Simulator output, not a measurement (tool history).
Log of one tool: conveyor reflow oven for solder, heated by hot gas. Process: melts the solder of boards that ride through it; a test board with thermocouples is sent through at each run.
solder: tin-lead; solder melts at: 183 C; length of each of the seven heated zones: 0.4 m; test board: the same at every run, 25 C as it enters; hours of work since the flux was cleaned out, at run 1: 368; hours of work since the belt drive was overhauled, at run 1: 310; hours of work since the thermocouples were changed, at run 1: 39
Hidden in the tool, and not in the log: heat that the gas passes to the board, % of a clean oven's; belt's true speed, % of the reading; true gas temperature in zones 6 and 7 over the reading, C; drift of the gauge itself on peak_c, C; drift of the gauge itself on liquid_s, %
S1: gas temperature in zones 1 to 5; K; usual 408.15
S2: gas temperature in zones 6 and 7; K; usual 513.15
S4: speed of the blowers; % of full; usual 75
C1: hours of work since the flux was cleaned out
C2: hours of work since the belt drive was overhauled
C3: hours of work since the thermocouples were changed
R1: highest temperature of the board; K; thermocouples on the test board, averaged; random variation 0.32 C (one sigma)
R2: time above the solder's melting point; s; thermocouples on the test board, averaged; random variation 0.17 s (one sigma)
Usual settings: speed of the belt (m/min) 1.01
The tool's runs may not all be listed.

run 1 hour=0.0 | S1=408.15 S2=513.15 speed_of_the_belt_(m/min)=1.01 S4=75 | C1=368 C2=310 C3=39 | R1=493.25 R2=35.6
run 2 hour=16.4 | S1=408.15 S2=513.15 speed_of_the_belt_(m/min)=1.01 S4=75 | C1=375 C2=317 C3=45 | R1=492.75 R2=35.9
run 3 hour=24.9 | S1=408.15 S2=506.15 speed_of_the_belt_(m/min)=1.01 S4=75 | C1=379 C2=320 C3=49 | R1=487.05 R2=33.1
run 4 hour=40.0 | S1=408.15 S2=506.15 speed_of_the_belt_(m/min)=1.01 S4=75 | C1=385 C2=326 C3=55 | R1=486.75 R2=33.2
run 5 hour=50.3 | S1=410.15 S2=513.15 speed_of_the_belt_(m/min)=1.01 S4=75 | C1=389 C2=331 C3=59 | R1=492.65 R2=36.1
run 6 hour=62.2 | S1=410.15 S2=513.15 speed_of_the_belt_(m/min)=1.01 S4=76 | C1=394 C2=335 C3=64 | R1=493.35 R2=36.2
run 7 hour=76.8 | S1=410.15 S2=513.15 speed_of_the_belt_(m/min)=1.01 S4=76 | C1=400 C2=341 C3=70 | R1=493.45 R2=36.5
run 8 hour=92.5 | S1=410.15 S2=513.15 speed_of_the_belt_(m/min)=1.01 S4=76 | C1=406 C2=348 C3=77 | R1=493.45 R2=36.5
run 9 hour=103.0 | S1=410.15 S2=513.15 speed_of_the_belt_(m/min)=1.01 S4=76 | C1=410 C2=352 C3=81 | R1=494.25 R2=36.6
run 10 hour=113.2 | S1=410.15 S2=513.15 speed_of_the_belt_(m/min)=1.01 S4=76 | C1=415 C2=356 C3=85 | R1=493.05 R2=36.8
run 11 hour=124.0 | S1=398.15 S2=513.15 speed_of_the_belt_(m/min)=1.01 S4=75 | C1=419 C2=361 C3=89 | R1=491.15 R2=32.7
run 12 hour=138.4 | S1=398.15 S2=513.15 speed_of_the_belt_(m/min)=1.01 S4=75 | C1=425 C2=367 C3=95 | R1=490.85 R2=32.7
run 13 hour=153.8 | S1=421.15 S2=516.15 speed_of_the_belt_(m/min)=0.98 S4=67 | C1=431 C2=373 C3=102 | R1=497.15 R2=41.8
run 14 hour=169.9 | S1=403.15 S2=508.15 speed_of_the_belt_(m/min)=0.98 S4=67 | C1=438 C2=379 C3=108 | R1=486.65 R2=32.0
run 15 hour=183.5 | S1=419.15 S2=507.15 speed_of_the_belt_(m/min)=0.90 S4=56 | C1=443 C2=385 C3=114 | R1=487.85 R2=40.6
-- hour=202.0 flux residue cleaned out of gas plates and filters
run 16 hour=202.2 | S1=408.15 S2=513.15 speed_of_the_belt_(m/min)=0.96 S4=67 | C1=0 C2=391 C3=119 | R1=492.65 R2=37.7
run 17 hour=217.0 | S1=408.15 S2=513.15 speed_of_the_belt_(m/min)=0.96 S4=67 | C1=6 C2=397 C3=125 | R1=492.95 R2=37.5
run 18 hour=226.0 | S1=401.15 S2=511.15 speed_of_the_belt_(m/min)=1.01 S4=59 | C1=10 C2=400 C3=129 | R1=484.75 R2=29.5
run 19 hour=233.7 | S1=401.15 S2=511.15 speed_of_the_belt_(m/min)=1.01 S4=59 | C1=13 C2=403 C3=132 | R1=484.75 R2=29.4
run 20 hour=250.5 | S1=401.15 S2=526.15 speed_of_the_belt_(m/min)=1.01 S4=59 | C1=20 C2=410 C3=139 | R1=496.85 R2=35.9

Forecast run 21:
run 21 hour=262.0 | S1=408.15 S2=513.15 speed_of_the_belt_(m/min)=0.93 S4=58 | C1=25 C2=415 C3=144 | R1=? R2=?

R1: 491.45 K
R2: 37.7 s
Without the tool's hidden state the same run would have given R1 491.45 K, R2 37.7 s.
